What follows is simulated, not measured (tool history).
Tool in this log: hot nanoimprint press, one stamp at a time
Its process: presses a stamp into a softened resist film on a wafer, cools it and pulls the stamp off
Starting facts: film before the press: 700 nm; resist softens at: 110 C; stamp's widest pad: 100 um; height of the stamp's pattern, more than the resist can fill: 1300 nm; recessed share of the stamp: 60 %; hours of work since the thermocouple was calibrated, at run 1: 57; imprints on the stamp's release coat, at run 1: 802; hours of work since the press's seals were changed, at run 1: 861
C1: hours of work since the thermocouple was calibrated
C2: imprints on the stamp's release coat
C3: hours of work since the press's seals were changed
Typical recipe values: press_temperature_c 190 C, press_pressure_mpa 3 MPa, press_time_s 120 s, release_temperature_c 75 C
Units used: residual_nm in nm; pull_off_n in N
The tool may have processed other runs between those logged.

run 1 hour=0 | press_temperature_c=190 press_pressure_mpa=3 press_time_s=120 release_temperature_c=75 | C1=57 C2=802 C3=861 | residual_nm=347.4 pull_off_n=97.6
-- hour=10.8 stamp cleaned and given a new release coat
run 2 hour=35.2 | press_temperature_c=190 press_pressure_mpa=3 press_time_s=120 release_temperature_c=68 | C1=75 C2=101 C3=878 | residual_nm=348.4 pull_off_n=116
run 3 hour=79.8 | press_temperature_c=190 press_pressure_mpa=3 press_time_s=120 release_temperature_c=68 | C1=101 C2=285 C3=905 | residual_nm=347.4 pull_off_n=117.3
run 4 hour=115.6 | press_temperature_c=190 press_pressure_mpa=3 press_time_s=206 release_temperature_c=75 | C1=123 C2=433 C3=926 | residual_nm=286.8 pull_off_n=96.6
run 5 hour=158.4 | press_temperature_c=190 press_pressure_mpa=3 press_time_s=206 release_temperature_c=75 | C1=148 C2=610 C3=952 | residual_nm=285.2 pull_off_n=96.8
run 6 hour=194.8 | press_temperature_c=190 press_pressure_mpa=3 press_time_s=206 release_temperature_c=75 | C1=170 C2=760 C3=973 | residual_nm=284.6 pull_off_n=96.9
-- hour=215.1 stamp cleaned and given a new release coat
run 7 hour=220.6 | press_temperature_c=190 press_pressure_mpa=3 press_time_s=206 release_temperature_c=75 | C1=181 C2=22 C3=985 | residual_nm=285.6 pull_off_n=96.1
run 8 hour=240.6 | press_temperature_c=190 press_pressure_mpa=3 press_time_s=206 release_temperature_c=75 | C1=193 C2=105 C3=997 | residual_nm=285.3 pull_off_n=97.6
run 9 hour=259.7 | press_temperature_c=190 press_pressure_mpa=3 press_time_s=206 release_temperature_c=75 | C1=205 C2=184 C3=1008 | residual_nm=284.9 pull_off_n=96.9
run 10 hour=286.9 | press_temperature_c=190 press_pressure_mpa=3 press_time_s=206 release_temperature_c=75 | C1=221 C2=296 C3=1025 | residual_nm=286.2 pull_off_n=98.3
run 11 hour=309.4 | press_temperature_c=190 press_pressure_mpa=3 press_time_s=206 release_temperature_c=75 | C1=234 C2=389 C3=1038 | residual_nm=288.5 pull_off_n=96.2
run 12 hour=338.3 | press_temperature_c=190 press_pressure_mpa=3 press_time_s=206 release_temperature_c=75 | C1=251 C2=509 C3=1055 | residual_nm=285.7 pull_off_n=97.1
run 13 hour=381.3 | press_temperature_c=195 press_pressure_mpa=3 press_time_s=206 release_temperature_c=75 | C1=277 C2=686 C3=1081 | residual_nm=233.6 pull_off_n=97.6
run 14 hour=407.8 | press_temperature_c=195 press_pressure_mpa=3 press_time_s=206 release_temperature_c=75 | C1=293 C2=796 C3=1097 | residual_nm=233.9 pull_off_n=96.3
-- hour=420.9 stamp cleaned and given a new release coat
run 15 hour=457.7 | press_temperature_c=194 press_pressure_mpa=3 press_time_s=206 release_temperature_c=75 | C1=319 C2=152 C3=1123 | residual_nm=242.6 pull_off_n=96
run 16 hour=479.5 | press_temperature_c=194 press_pressure_mpa=3 press_time_s=206 release_temperature_c=75 | C1=332 C2=243 C3=1136 | residual_nm=244.7 pull_off_n=97.5
run 17 hour=504.5 | press_temperature_c=194 press_pressure_mpa=1.91 press_time_s=206 release_temperature_c=79 | C1=347 C2=346 C3=1151 | residual_nm=305.9 pull_off_n=85.4
run 18 hour=535.9 | press_temperature_c=194 press_pressure_mpa=3.92 press_time_s=105 release_temperature_c=79 | C1=365 C2=476 C3=1169 | residual_nm=277 pull_off_n=84.6
run 19 hour=567.1 | press_temperature_c=183 press_pressure_mpa=3.92 press_time_s=105 release_temperature_c=79 | C1=384 C2=605 C3=1188 | residual_nm=414.5 pull_off_n=85
run 20 hour=589.1 | press_temperature_c=179 press_pressure_mpa=4.64 press_time_s=167 release_temperature_c=75 | C1=397 C2=695 C3=1201 | residual_nm=388.2 pull_off_n=96.8
run 21 hour=616 | press_temperature_c=188 press_pressure_mpa=1.86 press_time_s=167 release_temperature_c=75 | C1=413 C2=807 C3=1217 | residual_nm=409.9 pull_off_n=96.4
-- hour=624.7 stamp cleaned and given a new release coat
run 22 hour=643.9 | press_temperature_c=190 press_pressure_mpa=3.99 press_time_s=128 release_temperature_c=80 | C1=426 C2=79 C3=1230 | residual_nm=297.4 pull_off_n=83.3
run 23 hour=683.9 | press_temperature_c=190 press_pressure_mpa=3.99 press_time_s=128 release_temperature_c=80 | C1=450 C2=245 C3=1254 | residual_nm=296.1 pull_off_n=82.8
run 24 hour=728.4 | press_temperature_c=198 press_pressure_mpa=3 press_time_s=120 release_temperature_c=66 | C1=476 C2=428 C3=1280 | residual_nm=261.5 pull_off_n=121.6
run 25 hour=766.4 | press_temperature_c=190 press_pressure_mpa=3 press_time_s=68 release_temperature_c=75 | C1=499 C2=586 C3=1303 | residual_nm=416.2 pull_off_n=95.5
run 26 hour=794.7 | press_temperature_c=190 press_pressure_mpa=3 press_time_s=68 release_temperature_c=75 | C1=516 C2=702 C3=1320 | residual_nm=418.2 pull_off_n=96.3
-- hour=815.4 plate thermocouple calibrated
-- hour=833.6 stamp cleaned and given a new release coat
-- hour=847.2 press's hydraulic seals changed and the load cell set to zero
run 27 hour=852 | press_temperature_c=179 press_pressure_mpa=3 press_time_s=232 release_temperature_c=75 | C1=13 C2=43 C3=3 | residual_nm=419.1 pull_off_n=95.5
run 28 hour=895.5 | press_temperature_c=179 press_pressure_mpa=3 press_time_s=232 release_temperature_c=75 | C1=39 C2=223 C3=29 | residual_nm=418.7 pull_off_n=96.7
run 29 hour=927 | press_temperature_c=179 press_pressure_mpa=3 press_time_s=232 release_temperature_c=75 | C1=58 C2=353 C3=47 | residual_nm=420.5 pull_off_n=96.8
run 30 hour=961.3 | press_temperature_c=179 press_pressure_mpa=3 press_time_s=232 release_temperature_c=75 | C1=78 C2=495 C3=68 | residual_nm=419.3 pull_off_n=97
run 31 hour=986.3 | press_temperature_c=185 press_pressure_mpa=3.45 press_time_s=232 release_temperature_c=75 | C1=93 C2=598 C3=83 | residual_nm=309.9 pull_off_n=98

Take each entry between the runs: how does the hidden state at the last listed run before it differ from the hidden state at the first listed run after it?
Between runs 1 and 2: stamp cleaned and given a new release coat (hour 10.8)
  grip of the stamp's worn release coat, % over a new coat's: 0.6 -> 0.1
Between runs 6 and 7: stamp cleaned and given a new release coat (hour 215.1)
  pressure that arrives at the usual setting, %: 99.6 -> 99.59; grip of the stamp's worn release coat, % over a new coat's: 0.6 -> 0
Between runs 14 and 15: stamp cleaned and given a new release coat (hour 420.9)
  pressure that arrives at the usual setting, %: 99.55 -> 99.54; grip of the stamp's worn release coat, % over a new coat's: 0.6 -> 0.1
Between runs 21 and 22: stamp cleaned and given a new release coat (hour 624.7)
  true temperature over the reading, C: 0.09 -> 0.1; pressure that arrives at the usual setting, %: 99.5 -> 99.49; grip of the stamp's worn release coat, % over a new coat's: 0.6 -> 0.1
Between runs 26 and 27: plate thermocouple calibrated (hour 815.4); stamp cleaned and given a new release coat (hour 833.6); press's hydraulic seals changed and the load cell set to zero (hour 847.2)
  true temperature over the reading, C: 0.11 -> 0; pressure that arrives at the usual setting, %: 99.45 -> 100; grip of the stamp's worn release coat, % over a new coat's: 0.5 -> 0

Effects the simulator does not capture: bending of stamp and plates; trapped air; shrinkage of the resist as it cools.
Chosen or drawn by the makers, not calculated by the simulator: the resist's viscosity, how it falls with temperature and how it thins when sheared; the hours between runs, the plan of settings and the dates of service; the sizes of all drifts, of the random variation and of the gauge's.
